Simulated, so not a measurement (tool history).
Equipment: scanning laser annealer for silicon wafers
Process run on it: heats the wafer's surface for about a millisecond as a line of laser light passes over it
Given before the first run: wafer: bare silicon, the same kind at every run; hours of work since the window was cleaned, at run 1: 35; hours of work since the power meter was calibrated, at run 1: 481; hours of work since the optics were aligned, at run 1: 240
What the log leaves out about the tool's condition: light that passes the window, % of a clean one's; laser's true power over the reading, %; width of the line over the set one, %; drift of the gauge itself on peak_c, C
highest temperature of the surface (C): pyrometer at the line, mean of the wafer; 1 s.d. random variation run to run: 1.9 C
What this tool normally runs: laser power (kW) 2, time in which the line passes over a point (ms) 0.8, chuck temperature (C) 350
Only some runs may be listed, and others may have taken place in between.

run	hour	laser power (kW)	time in which the line passes over a point (ms)	chuck temperature (C)	hours of work since the window was cleaned	hours of work since the power meter was calibrated	hours of work since the optics were aligned	highest temperature of the surface (C)
1	0	2	0.8	350	35	481	240	1137
2	19.2	2	0.8	350	43	490	249	1138
3	42.6	2	0.8	350	53	500	259	1139
4	63.3	2	0.8	350	62	508	267	1140
5	79.9	2	0.8	350	69	516	274	1138
6	102.6	1.732	0.8	350	79	525	284	1006
7	126.6	1.732	0.8	350	89	535	294	1006
8	154.2	1.732	0.8	350	101	547	306	1005
9	169.9	1.732	0.8	350	108	554	313	1005
10	191.1	2.119	0.8	350	117	563	322	1192
11	216.1	2.119	0.788	350	127	574	333	1187
12	239.6	2.119	0.788	350	137	584	343	1188
13	266.4	2.119	0.788	350	149	595	354	1188
14	294.7	2.119	0.788	350	161	607	366	1188
15	318.1	2	0.729	350	171	617	376	1099
16	332.4	2	0.8	350	177	623	382	1134
17	351.7	2	0.8	350	185	631	390	1134
18	371.3	2	0.855	350	194	640	399	1163
19	398.6	2	0.855	350	205	651	410	1160
20	413.5	2	0.855	350	211	658	417	1160
21	435.1	2	0.855	350	221	667	426	1160
22	447.6	1.717	0.938	330	226	672	431	1032
23	471.5	2	0.8	358	236	682	441	1138
24	494.6	2.198	0.634	318	246	692	451	1095
25	522.4	2.198	0.634	318	258	704	463	1098
26	537.9	2.198	0.929	318	265	711	470	1267
27	562.2	2	0.92	350	275	721	480	1189
28	582.8	1.863	0.578	350	284	730	489	955
29	598.8	2	0.8	313	290	737	496	1088
30	612	2.114	0.607	350	296	742	501	1079
31	637.6	2.18	0.887	356	307	753	512	1273
32	665.6	1.76	0.731	356	319	765	524	988
33	691.2	1.76	0.731	356	330	776	535	987
34	716.7	2.118	0.698	341	341	787	546	1117
35	743.6	1.829	0.698	341	352	798	557	986
36	768.6	1.867	0.788	312	363	809	568	1021
37	792.3	1.927	0.587	313	373	819	578	945
38	807.8	1.79	0.967	382	380	826	585	1126
39	826	2	0.8	330	387	834	592	1107
40	852	2	0.748	390	398	845	604	1140

Each run again, without the hidden state but with its own random variation kept:
run	highest temperature of the surface (C)
1	1140
2	1141
3	1143
4	1144
5	1142
6	1010
7	1011
8	1010
9	1010
10	1199
11	1194
12	1196
13	1196
14	1197
15	1107
16	1142
17	1143
18	1173
19	1170
20	1170
21	1170
22	1041
23	1149
24	1106
25	1109
26	1282
27	1202
28	965
29	1101
30	1091
31	1289
32	999
33	998
34	1132
35	998
36	1035
37	958
38	1141
39	1123
40	1156
